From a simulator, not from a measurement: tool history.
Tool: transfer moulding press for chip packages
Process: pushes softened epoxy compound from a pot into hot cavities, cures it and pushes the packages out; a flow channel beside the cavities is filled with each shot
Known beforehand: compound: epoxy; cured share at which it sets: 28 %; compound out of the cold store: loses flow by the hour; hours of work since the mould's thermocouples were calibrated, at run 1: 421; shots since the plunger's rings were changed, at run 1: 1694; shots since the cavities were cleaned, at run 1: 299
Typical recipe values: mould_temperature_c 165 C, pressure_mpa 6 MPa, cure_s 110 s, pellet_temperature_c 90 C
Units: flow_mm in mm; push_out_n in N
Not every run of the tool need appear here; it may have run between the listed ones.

run   hour  mould_temperature_c  pressure_mpa  cure_s  pellet_temperature_c  hours of work since the mould's thermocouples were calibrated  shots since the plunger's rings were changed  shots since the cavities were cleaned  incoming compound's hours out of the cold store  flow_mm  push_out_n
  1      0                  165             6     110                    90                                                            421                                          1694                                    299                                             44.2      568         485
      18.2  -- cavities cleaned with cleaning compound and waxed
  2   43.5                  165             6     110                    90                                                            448                                          2107                                    249                                               22      676         606
        64  -- cavities cleaned with cleaning compound and waxed
  3   70.1                  165             6     110                    90                                                            464                                          2353                                     61                                             25.9      653         423
  4   94.6                  172             6     110                    90                                                            480                                          2594                                    302                                             44.3      542         399
     111.9  -- cavities cleaned with cleaning compound and waxed
     126.6  -- mould's thermocouples calibrated
  5  141.8                  172             6     103                    90                                                             10                                          3023                                    275                                             43.1      550         409
     159.1  -- cavities cleaned with cleaning compound and waxed
  6  173.7                  165             6     110                    94                                                             29                                          3321                                    143                                             11.5      714         428
     207.5  -- cavities cleaned with cleaning compound and waxed
  7  216.3                  165             6     110                    94                                                             55                                          3725                                     86                                             20.4      667         413
  8  242.7                  165          5.54     110                    96                                                             72                                          3984                                    345                                             21.8      630         494
     256.9  -- plunger's sealing rings changed
     258.4  -- cavities cleaned with cleaning compound and waxed
  9  280.1                  170          4.91      98                    81                                                             93                                           213                                    213                                             38.6      532         402
     302.4  -- cavities cleaned with cleaning compound and waxed, once more
 10  319.9                  165          6.67     113                    90                                                            118                                           589                                    171                                             42.9      612         388
     347.7  -- cavities cleaned with cleaning compound and waxed
 11  352.2                  169          5.92     110                    87                                                            138                                           892                                     44                                             30.6      619         353
 12  382.9                  161          5.92     110                    87                                                            157                                          1194                                    346                                             44.3      586         546
       395  -- cavities cleaned with cleaning compound and waxed
 13  431.3                  161          5.92     110                    87                                                            187                                          1655                                    357                                             30.8      639         580
     443.3  -- cavities cleaned with cleaning compound and waxed
 14  483.9                  161          5.92     110                    87                                                            220                                          2157                                    399                                             37.9      601         586

Alternative continuations, all from the tool just after run 14; predict every row:
     490.8  -- cavities cleaned with cleaning compound and waxed
  A  530.4                  165          4.86     110                    90                                                            248                                          2599                                    389                                             21.4        ?           ?
     490.8  -- cavities cleaned with cleaning compound and waxed
  B  530.4                  168          7.34     110                    89                                                            248                                          2599                                    389                                             15.4        ?           ?
     490.8  -- cavities cleaned with cleaning compound and waxed
  C  530.4                  162          5.92     117                    90                                                            248                                          2599                                    389                                               16        ?           ?

run  flow_mm  push_out_n
  A      607         491
  B      765         456
  C      710         544
With the hidden condition removed and each run's random variation left untouched, the same runs would have given:
run  flow_mm  push_out_n
  A      625         372
  B      787         345
  C      731         412
